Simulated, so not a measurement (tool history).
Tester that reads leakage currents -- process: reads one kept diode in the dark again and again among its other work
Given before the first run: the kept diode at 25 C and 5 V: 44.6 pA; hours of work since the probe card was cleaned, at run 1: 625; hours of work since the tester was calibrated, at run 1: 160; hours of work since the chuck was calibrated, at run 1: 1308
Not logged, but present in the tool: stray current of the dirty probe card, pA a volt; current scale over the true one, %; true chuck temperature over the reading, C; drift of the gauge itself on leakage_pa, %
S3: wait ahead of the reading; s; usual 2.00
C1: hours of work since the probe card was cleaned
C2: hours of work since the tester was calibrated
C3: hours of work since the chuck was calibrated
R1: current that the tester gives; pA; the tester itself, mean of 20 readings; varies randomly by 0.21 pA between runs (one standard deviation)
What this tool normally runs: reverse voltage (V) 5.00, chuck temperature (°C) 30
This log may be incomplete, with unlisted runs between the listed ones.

Run 1, hour 0.0: usual settings; C1 625; C2 160; C3 1308. Result: R1 74.06 pA.
Run 2, hour 120.9: usual settings; C1 712; C2 247; C3 1395. Result: R1 74.48 pA.
Run 3, hour 228.8: usual settings; C1 790; C2 325; C3 1473. Result: R1 75.52 pA.
Run 4, hour 428.8: usual settings but chuck temperature (°C) 49; C1 934; C2 469; C3 1617. Result: R1 318.11 pA.
Run 5, hour 533.0: usual settings but chuck temperature (°C) 49; C1 1009; C2 544; C3 1692. Result: R1 321.28 pA.
Run 6, hour 683.5: usual settings but chuck temperature (°C) 49; C1 1117; C2 653; C3 1801. Result: R1 322.02 pA.
Run 7, hour 835.4: usual settings but chuck temperature (°C) 49; C1 1227; C2 762; C3 1910. Result: R1 326.84 pA.
Run 8, hour 1027.1: usual settings but chuck temperature (°C) 49; C1 1365; C2 900; C3 2048. Result: R1 327.78 pA.
Run 9, hour 1199.5: usual settings but chuck temperature (°C) 53; C1 1489; C2 1025; C3 2173. Result: R1 437.39 pA.
Run 10, hour 1299.0: usual settings but chuck temperature (°C) 53; C1 1561; C2 1096; C3 2244. Result: R1 440.87 pA.
Run 11, hour 1496.1: usual settings but chuck temperature (°C) 43; C1 1703; C2 1238; C3 2386. Result: R1 218.08 pA.
At hour 1528.2: chuck's temperature calibrated.
Run 12, hour 1689.4: usual settings but chuck temperature (°C) 43; C1 1841; C2 1376; C3 116. Result: R1 189.81 pA.
Run 13, hour 1786.1: usual settings; C1 1910; C2 1446; C3 186. Result: R1 70.66 pA.
Run 14, hour 1934.9: usual settings; C1 2018; C2 1553; C3 293. Result: R1 71.55 pA.
Run 15, hour 2123.2: usual settings; C1 2153; C2 1689; C3 429. Result: R1 72.05 pA.
Run 16, hour 2239.9: usual settings but chuck temperature (°C) 21; C1 2237; C2 1773; C3 513. Result: R1 35.59 pA.
Run 17, hour 2337.6: usual settings but reverse voltage (V) 2.64, S3 1.00 s; C1 2308; C2 1843; C3 583. Result: R1 51.90 pA.
Run 18, hour 2534.8: usual settings but S3 3.40 s; C1 2450; C2 1986; C3 725. Result: R1 73.59 pA.
Run 19, hour 2700.3: usual settings but reverse voltage (V) 1.80; C1 2569; C2 2105; C3 845. Result: R1 42.81 pA.
Run 20, hour 2887.6: usual settings but reverse voltage (V) 7.00, chuck temperature (°C) 27, S3 3.26 s; C1 2704; C2 2240; C3 980. Result: R1 72.08 pA.
Run 21, hour 3049.5: usual settings but reverse voltage (V) 7.00, chuck temperature (°C) 27, S3 0.90 s; C1 2821; C2 2357; C3 1096. Result: R1 73.82 pA.

Estimate the outcome of run 22 from the log above:
Run 22, hour 3188.5: usual settings but reverse voltage (V) 1.72, S3 0.74 s; C1 2921; C2 2457; C3 1197. Result: R1 ?.

Run 22 measured R1 43.24 pA.
Minus the tool's unlogged condition, the same run would have read R1 38.56 pA.
